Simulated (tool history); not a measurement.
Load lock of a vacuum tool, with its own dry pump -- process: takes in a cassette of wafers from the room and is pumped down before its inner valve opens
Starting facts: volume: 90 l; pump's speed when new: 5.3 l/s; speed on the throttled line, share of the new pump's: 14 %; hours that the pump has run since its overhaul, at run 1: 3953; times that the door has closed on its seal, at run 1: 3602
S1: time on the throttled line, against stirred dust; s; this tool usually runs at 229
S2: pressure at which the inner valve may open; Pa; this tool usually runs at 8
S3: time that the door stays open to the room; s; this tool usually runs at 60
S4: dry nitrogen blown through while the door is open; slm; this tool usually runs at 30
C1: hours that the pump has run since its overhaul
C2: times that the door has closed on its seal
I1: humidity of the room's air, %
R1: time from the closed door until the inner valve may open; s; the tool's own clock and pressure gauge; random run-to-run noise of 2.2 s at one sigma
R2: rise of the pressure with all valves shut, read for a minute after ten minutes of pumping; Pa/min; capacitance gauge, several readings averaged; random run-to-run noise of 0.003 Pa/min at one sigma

run 1 hour=0.0 | S1=229 S2=8 S3=60 S4=30 | C1=3953 C2=3602 | I1=42.9 | R1=383.2 R2=0.035
run 2 hour=289.7 | S1=229 S2=8 S3=60 S4=30 | C1=4243 C2=5039 | I1=44.5 | R1=383.5 R2=0.042
run 3 hour=755.1 | S1=124 S2=8 S3=60 S4=30 | C1=4708 C2=7347 | I1=47.4 | R1=297.2 R2=0.052
run 4 hour=1035.8 | S1=229 S2=8 S3=60 S4=30 | C1=4989 C2=8740 | I1=43.6 | R1=388.8 R2=0.061
run 5 hour=1388.6 | S1=229 S2=8 S3=60 S4=30 | C1=5341 C2=10489 | I1=43.1 | R1=391.7 R2=0.073
run 6 hour=1915.0 | S1=229 S2=8 S3=60 S4=30 | C1=5868 C2=13100 | I1=48.8 | R1=393.1 R2=0.094
run 7 hour=2387.2 | S1=229 S2=8 S3=60 S4=30 | C1=6340 C2=15443 | I1=43.2 | R1=390.8 R2=0.111
run 8 hour=3031.3 | S1=229 S2=8 S3=60 S4=30 | C1=6984 C2=18638 | I1=44.5 | R1=403.2 R2=0.141
run 9 hour=3474.1 | S1=229 S2=8 S3=60 S4=30 | C1=7427 C2=20834 | I1=45.2 | R1=401.6 R2=0.161
run 10 hour=4016.2 | S1=229 S2=8 S3=60 S4=30 | C1=7969 C2=23523 | I1=45.7 | R1=401.6 R2=0.188
run 11 hour=4357.8 | S1=229 S2=8 S3=60 S4=30 | C1=8311 C2=25218 | I1=45.4 | R1=403.6 R2=0.202
run 12 hour=5030.0 | S1=229 S2=8 S3=60 S4=30 | C1=8983 C2=28552 | I1=47.2 | R1=413.9 R2=0.242
-- hour=5208.3 dry pump taken out, an overhauled one fitted
run 13 hour=5557.1 | S1=229 S2=8 S3=60 S4=30 | C1=349 C2=31136 | I1=46.0 | R1=357.9 R2=0.273
run 14 hour=5999.1 | S1=229 S2=8 S3=60 S4=30 | C1=791 C2=33329 | I1=48.2 | R1=362.7 R2=0.300
run 15 hour=6498.4 | S1=229 S2=8 S3=60 S4=4 | C1=1290 C2=35806 | I1=43.6 | R1=368.4 R2=0.355
run 16 hour=7039.8 | S1=212 S2=8 S3=60 S4=30 | C1=1832 C2=38491 | I1=46.7 | R1=354.7 R2=0.364
run 17 hour=7704.0 | S1=229 S2=8 S3=60 S4=30 | C1=2496 C2=41786 | I1=46.4 | R1=373.2 R2=0.422
run 18 hour=8344.5 | S1=229 S2=8 S3=60 S4=30 | C1=3136 C2=44963 | I1=49.0 | R1=374.1 R2=0.486
run 19 hour=8821.1 | S1=229 S2=8 S3=60 S4=30 | C1=3613 C2=47326 | I1=45.7 | R1=377.1 R2=0.520
run 20 hour=9104.7 | S1=196 S2=15 S3=60 S4=30 | C1=3896 C2=48733 | I1=46.6 | R1=339.0 R2=0.537
-- hour=9510.3 door's seal changed, seat wiped
run 21 hour=9761.7 | S1=401 S2=14 S3=171 S4=33 | C1=4552 C2=1247 | I1=46.4 | R1=511.8 R2=0.037
run 22 hour=10309.9 | S1=229 S2=6 S3=60 S4=30 | C1=5100 C2=3966 | I1=43.8 | R1=391.2 R2=0.043
run 23 hour=10852.7 | S1=341 S2=7 S3=215 S4=9 | C1=5643 C2=6659 | I1=45.3 | R1=482.6 R2=0.105
run 24 hour=11517.6 | S1=133 S2=9 S3=39 S4=30 | C1=6308 C2=9956 | I1=44.8 | R1=308.4 R2=0.070
run 25 hour=11806.8 | S1=229 S2=8 S3=174 S4=21 | C1=6597 C2=11391 | I1=42.8 | R1=398.9 R2=0.098
run 26 hour=12260.1 | S1=423 S2=8 S3=54 S4=30 | C1=7050 C2=13639 | I1=43.5 | R1=561.8 R2=0.097
run 27 hour=12797.4 | S1=423 S2=8 S3=54 S4=30 | C1=7588 C2=16305 | I1=47.7 | R1=564.9 R2=0.119
run 28 hour=13166.9 | S1=401 S2=8 S3=54 S4=30 | C1=7957 C2=18137 | I1=45.2 | R1=542.7 R2=0.139
run 29 hour=13560.5 | S1=382 S2=14 S3=54 S4=20 | C1=8351 C2=20089 | I1=47.0 | R1=520.3 R2=0.164
run 30 hour=14113.7 | S1=170 S2=15 S3=60 S4=6 | C1=8904 C2=22834 | I1=44.9 | R1=342.9 R2=0.203
-- hour=14417.1 dry pump taken out, an overhauled one fitted
run 31 hour=14758.9 | S1=170 S2=8 S3=48 S4=15 | C1=342 C2=26004 | I1=43.1 | R1=311.6 R2=0.214
run 32 hour=15087.6 | S1=323 S2=9 S3=233 S4=45 | C1=671 C2=27635 | I1=47.1 | R1=443.1 R2=0.238
run 33 hour=15642.6 | S1=323 S2=9 S3=233 S4=45 | C1=1225 C2=30387 | I1=46.8 | R1=446.0 R2=0.281
run 34 hour=15940.4 | S1=116 S2=8 S3=233 S4=5 | C1=1523 C2=31865 | I1=41.9 | R1=271.3 R2=0.346
run 35 hour=16539.6 | S1=227 S2=14 S3=60 S4=30 | C1=2122 C2=34837 | I1=43.6 | R1=353.5 R2=0.317
run 36 hour=16850.2 | S1=227 S2=13 S3=60 S4=13 | C1=2433 C2=36378 | I1=44.8 | R1=357.0 R2=0.357
run 37 hour=17366.0 | S1=194 S2=11 S3=175 S4=6 | C1=2949 C2=38936 | I1=47.5 | R1=341.1 R2=0.435

For each entry between runs, how does the tool's hidden state at the last listed run before it compare with that at the first listed run after it?
Logged between run 12 and run 13: dry pump taken out, an overhauled one fitted (hour 5208.3)
  pump's speed, % of a new pump's: 71.1 -> 99.5; leak at the door's seal, Pa l/s: 0.3305 -> 0.3797
  measured less the result without the state, R1: +54.3 -> +1.0 s; R2: +0.221 -> +0.250 Pa/min
Logged between run 20 and run 21: door's seal changed, seat wiped (hour 9510.3)
  pump's speed, % of a new pump's: 88.5 -> 86.4; leak at the door's seal, Pa l/s: 0.7784 -> 0.0091
  measured less the result without the state, R1: +16.7 -> +15.7 s; R2: +0.516 -> +0.005 Pa/min
Logged between run 30 and run 31: dry pump taken out, an overhauled one fitted (hour 14417.1)
  pump's speed, % of a new pump's: 73.1 -> 98.4; leak at the door's seal, Pa l/s: 0.244 -> 0.2867
  measured less the result without the state, R1: +47.3 -> +2.2 s; R2: +0.160 -> +0.188 Pa/min
